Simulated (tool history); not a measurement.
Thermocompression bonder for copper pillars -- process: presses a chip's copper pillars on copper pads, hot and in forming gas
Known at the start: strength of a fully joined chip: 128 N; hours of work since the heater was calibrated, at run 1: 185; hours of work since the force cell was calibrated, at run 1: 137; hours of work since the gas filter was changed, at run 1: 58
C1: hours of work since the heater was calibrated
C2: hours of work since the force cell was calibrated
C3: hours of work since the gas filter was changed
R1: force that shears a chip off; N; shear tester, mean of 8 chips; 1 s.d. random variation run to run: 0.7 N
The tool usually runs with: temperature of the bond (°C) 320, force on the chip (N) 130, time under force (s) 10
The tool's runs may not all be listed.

run 1 hour=0.0 | temperature_of_the_bond_(°C)=320 force_on_the_chip_(N)=130 time_under_force_(s)=10 | C1=185 C2=137 C3=58 | R1=48.5
run 2 hour=20.9 | temperature_of_the_bond_(°C)=320 force_on_the_chip_(N)=130 time_under_force_(s)=10 | C1=198 C2=150 C3=72 | R1=50.7
run 3 hour=33.7 | temperature_of_the_bond_(°C)=320 force_on_the_chip_(N)=130 time_under_force_(s)=10 | C1=207 C2=158 C3=80 | R1=47.4
run 4 hour=47.6 | temperature_of_the_bond_(°C)=320 force_on_the_chip_(N)=130 time_under_force_(s)=10 | C1=216 C2=168 C3=89 | R1=49.1
run 5 hour=72.3 | temperature_of_the_bond_(°C)=320 force_on_the_chip_(N)=130 time_under_force_(s)=10 | C1=232 C2=184 C3=105 | R1=49.7
run 6 hour=94.1 | temperature_of_the_bond_(°C)=320 force_on_the_chip_(N)=99 time_under_force_(s)=10 | C1=246 C2=198 C3=119 | R1=42.2
run 7 hour=107.6 | temperature_of_the_bond_(°C)=320 force_on_the_chip_(N)=99 time_under_force_(s)=10 | C1=255 C2=206 C3=128 | R1=41.8
run 8 hour=121.1 | temperature_of_the_bond_(°C)=320 force_on_the_chip_(N)=99 time_under_force_(s)=10 | C1=264 C2=215 C3=137 | R1=41.7
run 9 hour=131.4 | temperature_of_the_bond_(°C)=320 force_on_the_chip_(N)=122 time_under_force_(s)=10 | C1=270 C2=222 C3=144 | R1=46.0
run 10 hour=150.0 | temperature_of_the_bond_(°C)=320 force_on_the_chip_(N)=122 time_under_force_(s)=10 | C1=282 C2=234 C3=156 | R1=46.6
run 11 hour=162.0 | temperature_of_the_bond_(°C)=320 force_on_the_chip_(N)=122 time_under_force_(s)=10 | C1=290 C2=242 C3=163 | R1=47.0
run 12 hour=186.6 | temperature_of_the_bond_(°C)=320 force_on_the_chip_(N)=122 time_under_force_(s)=10 | C1=306 C2=258 C3=179 | R1=47.5
run 13 hour=201.5 | temperature_of_the_bond_(°C)=320 force_on_the_chip_(N)=122 time_under_force_(s)=10 | C1=316 C2=267 C3=189 | R1=47.0
run 14 hour=219.9 | temperature_of_the_bond_(°C)=320 force_on_the_chip_(N)=130 time_under_force_(s)=15 | C1=328 C2=279 C3=201 | R1=56.5
run 15 hour=239.7 | temperature_of_the_bond_(°C)=320 force_on_the_chip_(N)=130 time_under_force_(s)=15 | C1=341 C2=292 C3=214 | R1=57.0
run 16 hour=255.2 | temperature_of_the_bond_(°C)=335 force_on_the_chip_(N)=130 time_under_force_(s)=15 | C1=351 C2=302 C3=224 | R1=66.1
run 17 hour=274.3 | temperature_of_the_bond_(°C)=335 force_on_the_chip_(N)=130 time_under_force_(s)=15 | C1=363 C2=315 C3=236 | R1=68.2
run 18 hour=290.9 | temperature_of_the_bond_(°C)=335 force_on_the_chip_(N)=130 time_under_force_(s)=15 | C1=374 C2=326 C3=247 | R1=67.7
run 19 hour=311.4 | temperature_of_the_bond_(°C)=317 force_on_the_chip_(N)=130 time_under_force_(s)=15 | C1=387 C2=339 C3=261 | R1=54.0
-- hour=314.2 force cell calibrated
run 20 hour=324.3 | temperature_of_the_bond_(°C)=317 force_on_the_chip_(N)=124 time_under_force_(s)=7 | C1=395 C2=7 C3=268 | R1=38.7
-- hour=335.5 forming gas filter changed
run 21 hour=339.7 | temperature_of_the_bond_(°C)=343 force_on_the_chip_(N)=130 time_under_force_(s)=8 | C1=404 C2=16 C3=3 | R1=62.3
run 22 hour=360.4 | temperature_of_the_bond_(°C)=300 force_on_the_chip_(N)=88 time_under_force_(s)=7 | C1=418 C2=30 C3=16 | R1=25.1
run 23 hour=371.1 | temperature_of_the_bond_(°C)=320 force_on_the_chip_(N)=140 time_under_force_(s)=10 | C1=425 C2=37 C3=23 | R1=52.3
-- hour=374.7 force cell calibrated, once more
run 24 hour=384.6 | temperature_of_the_bond_(°C)=329 force_on_the_chip_(N)=124 time_under_force_(s)=10 | C1=432 C2=6 C3=31 | R1=54.0
run 25 hour=404.0 | temperature_of_the_bond_(°C)=329 force_on_the_chip_(N)=109 time_under_force_(s)=24 | C1=445 C2=19 C3=44 | R1=68.4
run 26 hour=420.0 | temperature_of_the_bond_(°C)=329 force_on_the_chip_(N)=109 time_under_force_(s)=24 | C1=455 C2=29 C3=54 | R1=69.5
run 27 hour=440.0 | temperature_of_the_bond_(°C)=329 force_on_the_chip_(N)=109 time_under_force_(s)=24 | C1=468 C2=42 C3=67 | R1=68.7
run 28 hour=453.5 | temperature_of_the_bond_(°C)=329 force_on_the_chip_(N)=109 time_under_force_(s)=24 | C1=477 C2=51 C3=76 | R1=69.4
run 29 hour=471.1 | temperature_of_the_bond_(°C)=329 force_on_the_chip_(N)=109 time_under_force_(s)=24 | C1=489 C2=63 C3=87 | R1=70.3
run 30 hour=486.5 | temperature_of_the_bond_(°C)=320 force_on_the_chip_(N)=142 time_under_force_(s)=10 | C1=499 C2=73 C3=97 | R1=52.4
run 31 hour=504.3 | temperature_of_the_bond_(°C)=320 force_on_the_chip_(N)=142 time_under_force_(s)=10 | C1=510 C2=84 C3=109 | R1=52.1
run 32 hour=523.1 | temperature_of_the_bond_(°C)=314 force_on_the_chip_(N)=90 time_under_force_(s)=29 | C1=522 C2=96 C3=121 | R1=55.1
run 33 hour=541.2 | temperature_of_the_bond_(°C)=314 force_on_the_chip_(N)=90 time_under_force_(s)=29 | C1=534 C2=108 C3=133 | R1=55.7
run 34 hour=554.1 | temperature_of_the_bond_(°C)=314 force_on_the_chip_(N)=90 time_under_force_(s)=29 | C1=542 C2=116 C3=141 | R1=55.1
run 35 hour=576.1 | temperature_of_the_bond_(°C)=328 force_on_the_chip_(N)=85 time_under_force_(s)=17 | C1=557 C2=131 C3=155 | R1=54.5
run 36 hour=586.8 | temperature_of_the_bond_(°C)=320 force_on_the_chip_(N)=166 time_under_force_(s)=11 | C1=564 C2=138 C3=162 | R1=58.6
run 37 hour=600.1 | temperature_of_the_bond_(°C)=320 force_on_the_chip_(N)=166 time_under_force_(s)=5 | C1=572 C2=146 C3=171 | R1=43.6
run 38 hour=614.9 | temperature_of_the_bond_(°C)=320 force_on_the_chip_(N)=156 time_under_force_(s)=5 | C1=582 C2=156 C3=181 | R1=41.5

Run by run, hidden condition taken away, random variation retained:
What the log doesn't record here: true temperature of the bond over the reading, C; force that reaches the chip, % of what is set; oxide that the forming gas leaves, % of the face; drift of the gauge itself on shear_n, %.
run=1 R1=48.1
run=2 R1=50.3
run=3 R1=47.1
run=4 R1=48.7
run=5 R1=49.5
run=6 R1=42.0
run=7 R1=41.6
run=8 R1=41.5
run=9 R1=45.8
run=10 R1=46.5
run=11 R1=46.9
run=12 R1=47.5
run=13 R1=47.0
run=14 R1=56.6
run=15 R1=57.2
run=16 R1=66.7
run=17 R1=68.8
run=18 R1=68.3
run=19 R1=54.3
run=20 R1=38.6
run=21 R1=60.0
run=22 R1=23.8
run=23 R1=50.1
run=24 R1=52.7
run=25 R1=67.2
run=26 R1=68.3
run=27 R1=67.5
run=28 R1=68.3
run=29 R1=69.3
run=30 R1=51.3
run=31 R1=51.1
run=32 R1=54.0
run=33 R1=54.7
run=34 R1=54.1
run=35 R1=53.6
run=36 R1=57.7
run=37 R1=42.8
run=38 R1=40.8
